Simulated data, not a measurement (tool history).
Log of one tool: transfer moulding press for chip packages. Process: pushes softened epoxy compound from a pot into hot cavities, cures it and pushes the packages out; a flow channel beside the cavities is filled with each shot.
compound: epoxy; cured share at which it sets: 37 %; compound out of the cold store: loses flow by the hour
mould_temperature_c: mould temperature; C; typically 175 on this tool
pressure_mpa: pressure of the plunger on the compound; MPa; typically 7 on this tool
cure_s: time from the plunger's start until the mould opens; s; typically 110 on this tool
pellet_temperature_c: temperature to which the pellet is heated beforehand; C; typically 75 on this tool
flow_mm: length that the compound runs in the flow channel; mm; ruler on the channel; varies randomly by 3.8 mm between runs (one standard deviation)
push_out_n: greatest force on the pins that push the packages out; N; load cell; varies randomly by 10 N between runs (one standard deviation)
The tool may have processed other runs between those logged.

run	hour	mould_temperature_c	pressure_mpa	cure_s	pellet_temperature_c	incoming compound's hours out of the cold store	flow_mm	push_out_n
1	0	175	7	110	75	14.4	505	633
# hour 32.6: cavities cleaned with cleaning compound and waxed
2	55.4	175	7	110	75	16.7	507	648
# hour 91.4: cavities cleaned with cleaning compound and waxed
3	96.9	175	5.54	110	75	14.3	445	490
4	126.3	175	7	110	80	43.6	448	693
# hour 149.2: cavities cleaned with cleaning compound and waxed
5	161.4	175	7	110	80	8.1	508	594
# hour 207.5: cavities cleaned with cleaning compound and waxed
6	217.6	175	7	110	80	28	467	538
# hour 242.8: mould's thermocouples calibrated
7	258.2	175	7	110	80	37	447	732
# hour 270.5: cavities cleaned with cleaning compound and waxed
8	324.7	178	7	110	75	39.4	432	732
# hour 331.7: cavities cleaned with cleaning compound and waxed
9	378.8	178	7	110	75	33.5	432	684
# hour 389.9: cavities cleaned with cleaning compound and waxed
# hour 420.1: mould's thermocouples calibrated, once more
10	435.2	178	7	110	75	9.8	473	706
# hour 450.7: cavities cleaned with cleaning compound and waxed
11	482.8	178	7	110	75	19.5	451	637
# hour 510: cavities cleaned with cleaning compound and waxed
12	511.6	175	7	110	71	35.8	433	502
13	548.6	175	7	110	71	26	446	751
# hour 565.8: plunger's sealing rings changed
# hour 571.1: cavities cleaned with cleaning compound and waxed
14	597.7	175	7	110	71	21.4	510	674
# hour 628.2: cavities cleaned with cleaning compound and waxed
15	645.5	172	6.46	142	69	8.9	516	569
16	679.5	175	7	110	74	15.5	506	755
# hour 685: cavities cleaned with cleaning compound and waxed
17	718.7	175	5.5	115	68	11.8	454	674
# hour 745.5: cavities cleaned with cleaning compound and waxed
18	772	177	5.71	115	68	16.4	444	615
# hour 805: cavities cleaned with cleaning compound and waxed
19	832.9	181	5.71	115	71	21.6	425	623
# hour 864.7: cavities cleaned with cleaning compound and waxed
20	880.8	176	5.71	112	71	10.8	450	591
# hour 921.9: cavities cleaned with cleaning compound and waxed
21	938.1	175	5.25	94	85	43.9	379	712
# hour 980.9: cavities cleaned with cleaning compound and waxed
22	1001.5	182	6.73	94	85	27.4	436	589
# hour 1041.9: cavities cleaned with cleaning compound and waxed
23	1052.2	182	6.73	117	82	11.9	461	493
24	1095.6	175	8.75	124	84	24.8	514	694
# hour 1100.9: cavities cleaned with cleaning compound and waxed
25	1145	175	8.75	124	84	17.1	521	687
# hour 1159.8: cavities cleaned with cleaning compound and waxed
26	1197.4	175	8.75	124	84	21.2	508	660

5 options for the next run, each taken on its own from the tool as it stands now. Forecast them:
# hour 1217.1: cavities cleaned with cleaning compound and waxed
A	1256.2	167	7	109	68	17	?	?
# hour 1217.1: cavities cleaned with cleaning compound and waxed
B	1256.2	176	7	110	75	39.1	?	?
# hour 1217.1: cavities cleaned with cleaning compound and waxed
C	1256.2	182	7	110	75	33.2	?	?
# hour 1217.1: cavities cleaned with cleaning compound and waxed
D	1256.2	175	7	122	84	44.8	?	?
# hour 1217.1: cavities cleaned with cleaning compound and waxed
E	1256.2	173	7	110	75	23.8	?	?

run	flow_mm	push_out_n
A	472	1190
B	422	685
C	412	633
D	402	687
E	453	768
Without the tool's unlogged condition, the same runs would have read:
run	flow_mm	push_out_n
A	537	756
B	480	425
C	468	391
D	458	427
E	515	483
